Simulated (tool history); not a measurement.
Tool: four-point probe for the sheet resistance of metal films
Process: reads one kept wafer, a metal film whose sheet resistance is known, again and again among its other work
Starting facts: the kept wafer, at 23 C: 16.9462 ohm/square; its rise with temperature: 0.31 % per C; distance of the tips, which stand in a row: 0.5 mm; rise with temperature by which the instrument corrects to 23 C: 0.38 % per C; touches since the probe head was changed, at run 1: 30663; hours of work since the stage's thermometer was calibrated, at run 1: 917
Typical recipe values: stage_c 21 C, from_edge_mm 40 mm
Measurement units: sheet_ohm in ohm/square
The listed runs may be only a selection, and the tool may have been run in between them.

run,hour,stage_c,from_edge_mm,touches since the probe head was changed,hours of work since the stage's thermometer was calibrated,sheet_ohm
1,0.0,21,40,30663,917,16.961330
2,12.3,21,40,31272,926,16.956563
3,27.1,21,40,32010,936,16.960758
4,41.3,21,40,32717,946,16.958374
5,58.3,21,40,33562,958,16.962131
6,73.4,21,40,34313,968,16.956053
7,81.4,21,40,34707,974,16.952117
8,93.9,18,40,35332,982,16.987236
9,110.7,18,40,36168,994,16.995553
10,119.0,18,40,36580,1000,16.988171
11,135.4,18,40,37392,1011,16.988601
12,147.4,18,40,37992,1019,16.983664
13,161.2,18,40,38679,1029,16.988910
14,175.3,18,40,39377,1039,16.981240
15,186.9,30,40,39954,1047,16.855343
16,203.1,30,40,40758,1058,16.855455
17,215.6,21,5,41382,1067,17.041789
18,229.6,21,5,42075,1076,17.037334
19,239.1,21,5,42551,1083,17.038477
20,249.2,21,40,43050,1090,16.952999
21,263.4,25,40,43758,1100,16.903721
22,278.8,25,40,44521,1110,16.898825
23,286.5,34,5,44907,1116,16.893113
24,295.8,21,5,45370,1122,17.037238
25,305.5,21,5,45850,1129,17.030045
26,321.3,35,4,46634,1140,16.938047
27,330.2,35,4,47077,1146,16.933758
28,345.1,35,4,47819,1156,16.939996
29,352.2,30,27,48171,1161,16.853261
30,359.8,24,20,48548,1167,16.906312
31,372.0,25,12,49154,1175,16.919717
32,388.8,25,40,49991,1187,16.896812
33,406.1,31,4,50853,1199,16.977129
34,419.0,28,6,51494,1208,16.926716
35,431.3,28,6,52102,1216,16.928035
36,440.4,33,4,52555,1222,16.947940
37,450.3,24,11,53048,1229,16.929587
38,461.0,27,4,53580,1237,17.014699
39,469.4,21,19,53997,1243,16.944123
40,479.3,21,19,54490,1249,16.943860
41,486.8,25,64,54861,1255,16.887522
42,501.9,21,46,55611,1265,16.930916
43,518.5,20,43,56438,1277,16.949047
44,526.4,20,34,56830,1282,16.952138

Selected run-to-run steps in sheet_ohm, each split into two signed amounts: the part the tool would show with no hidden state at all (from settings, incoming material and random variation), and the remainder, which goes to the hidden state together with any gauge scatter not common to the measured and the hidden-state-free results:
Hidden state present: inner tips' distance over the nominal, %; tips' flats over new ones', %; wafer's true temperature over the reading, C; drift of the gauge itself on sheet_ohm, %.
Run 14 -> 15: stage_c 18 -> 30. sheet_ohm -0.125897 ohm/square: hidden state -0.000177, all else -0.125720.
Run 16 -> 17: stage_c 30 -> 21, from_edge_mm 40 -> 5. sheet_ohm +0.186334 ohm/square: hidden state -0.000971, all else +0.187305.
Run 23 -> 24: stage_c 34 -> 21. sheet_ohm +0.144125 ohm/square: hidden state -0.000915, all else +0.145040.
Run 42 -> 43: stage_c 21 -> 20, from_edge_mm 46 -> 43. sheet_ohm +0.018131 ohm/square: hidden state -0.000948, all else +0.019079.
